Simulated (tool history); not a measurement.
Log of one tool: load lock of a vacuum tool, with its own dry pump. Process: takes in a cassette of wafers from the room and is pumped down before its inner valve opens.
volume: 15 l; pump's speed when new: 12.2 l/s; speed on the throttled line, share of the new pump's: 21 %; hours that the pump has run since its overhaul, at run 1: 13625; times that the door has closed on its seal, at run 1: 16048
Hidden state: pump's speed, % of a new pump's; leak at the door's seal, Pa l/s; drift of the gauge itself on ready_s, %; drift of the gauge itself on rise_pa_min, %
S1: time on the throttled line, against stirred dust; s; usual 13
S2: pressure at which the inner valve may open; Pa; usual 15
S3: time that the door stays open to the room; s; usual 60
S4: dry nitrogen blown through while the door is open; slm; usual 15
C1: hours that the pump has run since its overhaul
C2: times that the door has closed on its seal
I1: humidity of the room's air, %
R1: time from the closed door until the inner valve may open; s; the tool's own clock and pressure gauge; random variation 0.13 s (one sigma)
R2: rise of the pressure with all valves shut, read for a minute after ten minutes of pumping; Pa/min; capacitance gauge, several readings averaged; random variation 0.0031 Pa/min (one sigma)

run    hour  S1  S2  S3  S4     C1     C2    I1    R1     R2
  1       0  13  15  60  15  13625  16048  43.1    23  0.105
  2   234.4   8  15  60  15  13859  16381  41.5  19.1  0.099
  3   590.5   8  15  60  15  14215  16887  43.4  19.1  0.114
  4  1107.3   8  15  60  15  14732  17622  43.5  19.4  0.124
  5  1620.5   8  15  60  15  15245  18351  45.3  19.4  0.124
  6  1939.7  13  15  42  15  15565  18805  46.8  23.3  0.115
  7  2417.5  13  15  42  15  16042  19484  46.9  23.2  0.128
  8  2972.6   6  22  28  29  16597  20273  42.5  17.3  0.109
  9  3453.6   6  26  28   7  17078  20957  43.5  17.2  0.125
 10  3932.5   6  26  28   7  17557  21637  44.9  17.6  0.139

Forecast each of these 4 alternatives for the next run:
  A  4499.1  13  26  60   5  18124  22443  45.5   ?   ?
  B  4499.1   6  17  26  17  18124  22443  44.3   ?   ?
  C  4499.1   8  26  56   7  18124  22443  44.4   ?   ?
  D  4499.1  13  24  60   6  18124  22443  44.8   ?   ?

run    R1     R2
  A  22.5  0.162
  B  18.2  0.131
  C  19.1  0.151
  D  22.8  0.152
Without the tool's hidden state the same runs would have given:
run    R1     R2
  A  20.5  0.082
  B  15.5  0.051
  C  16.7  0.071
  D  20.7  0.072
